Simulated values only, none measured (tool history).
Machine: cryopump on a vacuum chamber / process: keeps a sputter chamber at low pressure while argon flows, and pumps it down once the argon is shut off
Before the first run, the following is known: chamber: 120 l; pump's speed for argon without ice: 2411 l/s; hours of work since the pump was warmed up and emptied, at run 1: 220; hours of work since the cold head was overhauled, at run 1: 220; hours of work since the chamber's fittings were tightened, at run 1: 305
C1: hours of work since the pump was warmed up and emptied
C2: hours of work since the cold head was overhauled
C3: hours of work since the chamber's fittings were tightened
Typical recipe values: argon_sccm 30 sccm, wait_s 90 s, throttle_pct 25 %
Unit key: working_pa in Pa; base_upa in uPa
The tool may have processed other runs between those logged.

{"run": 1, "hour": 0.0, "argon_sccm": 30, "wait_s": 90, "throttle_pct": 25, "C1": 220, "C2": 220, "C3": 305, "working_pa": 0.0851, "base_upa": 0.67}
{"run": 2, "hour": 40.0, "argon_sccm": 35, "wait_s": 90, "throttle_pct": 25, "C1": 255, "C2": 255, "C3": 339, "working_pa": 0.0997, "base_upa": 0.71}
{"run": 3, "hour": 90.2, "argon_sccm": 23, "wait_s": 90, "throttle_pct": 25, "C1": 299, "C2": 299, "C3": 383, "working_pa": 0.0653, "base_upa": 0.73}
{"run": 4, "hour": 146.9, "argon_sccm": 30, "wait_s": 90, "throttle_pct": 25, "C1": 348, "C2": 348, "C3": 433, "working_pa": 0.0866, "base_upa": 0.75}
{"run": 5, "hour": 176.0, "argon_sccm": 30, "wait_s": 125, "throttle_pct": 25, "C1": 373, "C2": 373, "C3": 458, "working_pa": 0.0863, "base_upa": 0.65}
{"run": 6, "hour": 216.4, "argon_sccm": 30, "wait_s": 90, "throttle_pct": 25, "C1": 409, "C2": 409, "C3": 493, "working_pa": 0.087, "base_upa": 0.8}
{"run": 7, "hour": 242.8, "argon_sccm": 30, "wait_s": 90, "throttle_pct": 25, "C1": 432, "C2": 432, "C3": 516, "working_pa": 0.0879, "base_upa": 0.81}
{"run": 8, "hour": 270.9, "argon_sccm": 30, "wait_s": 90, "throttle_pct": 25, "C1": 456, "C2": 456, "C3": 541, "working_pa": 0.088, "base_upa": 0.83}
{"run": 9, "hour": 296.5, "argon_sccm": 30, "wait_s": 261, "throttle_pct": 33, "C1": 479, "C2": 479, "C3": 563, "working_pa": 0.0677, "base_upa": 0.62}
{"run": 10, "hour": 349.5, "argon_sccm": 16, "wait_s": 270, "throttle_pct": 51, "C1": 525, "C2": 525, "C3": 609, "working_pa": 0.0233, "base_upa": 0.69}
{"run": 11, "hour": 389.6, "argon_sccm": 15, "wait_s": 115, "throttle_pct": 57, "C1": 560, "C2": 560, "C3": 644, "working_pa": 0.0204, "base_upa": 0.83}
{"run": 12, "hour": 437.0, "argon_sccm": 31, "wait_s": 115, "throttle_pct": 24, "C1": 601, "C2": 601, "C3": 685, "working_pa": 0.0954, "base_upa": 0.83}
{"run": 13, "hour": 473.7, "argon_sccm": 30, "wait_s": 90, "throttle_pct": 21, "C1": 633, "C2": 633, "C3": 718, "working_pa": 0.1044, "base_upa": 0.92}
{"run": 14, "hour": 522.2, "argon_sccm": 45, "wait_s": 90, "throttle_pct": 29, "C1": 675, "C2": 675, "C3": 760, "working_pa": 0.1151, "base_upa": 0.96}
{"run": 15, "hour": 566.6, "argon_sccm": 25, "wait_s": 129, "throttle_pct": 22, "C1": 714, "C2": 714, "C3": 798, "working_pa": 0.0839, "base_upa": 0.97}

5 ways to go on from here, each from the tool as it stands after run 15. What would each give?
{"run": "A", "hour": 615.4, "argon_sccm": 24, "wait_s": 90, "throttle_pct": 31, "C1": 756, "C2": 756, "C3": 841, "working_pa": "?", "base_upa": "?"}
{"run": "B", "hour": 615.4, "argon_sccm": 57, "wait_s": 90, "throttle_pct": 21, "C1": 756, "C2": 756, "C3": 841, "working_pa": "?", "base_upa": "?"}
{"run": "C", "hour": 615.4, "argon_sccm": 37, "wait_s": 57, "throttle_pct": 24, "C1": 756, "C2": 756, "C3": 841, "working_pa": "?", "base_upa": "?"}
{"run": "D", "hour": 615.4, "argon_sccm": 30, "wait_s": 90, "throttle_pct": 33, "C1": 756, "C2": 756, "C3": 841, "working_pa": "?", "base_upa": "?"}
{"run": "E", "hour": 615.4, "argon_sccm": 13, "wait_s": 32, "throttle_pct": 22, "C1": 756, "C2": 756, "C3": 841, "working_pa": "?", "base_upa": "?"}

run=A working_pa=0.0585 base_upa=1.06
run=B working_pa=0.1990 base_upa=1.10
run=C working_pa=0.1153 base_upa=1.29
run=D working_pa=0.0691 base_upa=1.11
run=E working_pa=0.0441 base_upa=1.70
What these runs would have given with no unlogged condition in the tool:
run=A working_pa=0.0539 base_upa=0.47
run=B working_pa=0.1882 base_upa=0.50
run=C working_pa=0.1082 base_upa=0.68
run=D working_pa=0.0634 base_upa=0.50
run=E working_pa=0.0416 base_upa=1.10

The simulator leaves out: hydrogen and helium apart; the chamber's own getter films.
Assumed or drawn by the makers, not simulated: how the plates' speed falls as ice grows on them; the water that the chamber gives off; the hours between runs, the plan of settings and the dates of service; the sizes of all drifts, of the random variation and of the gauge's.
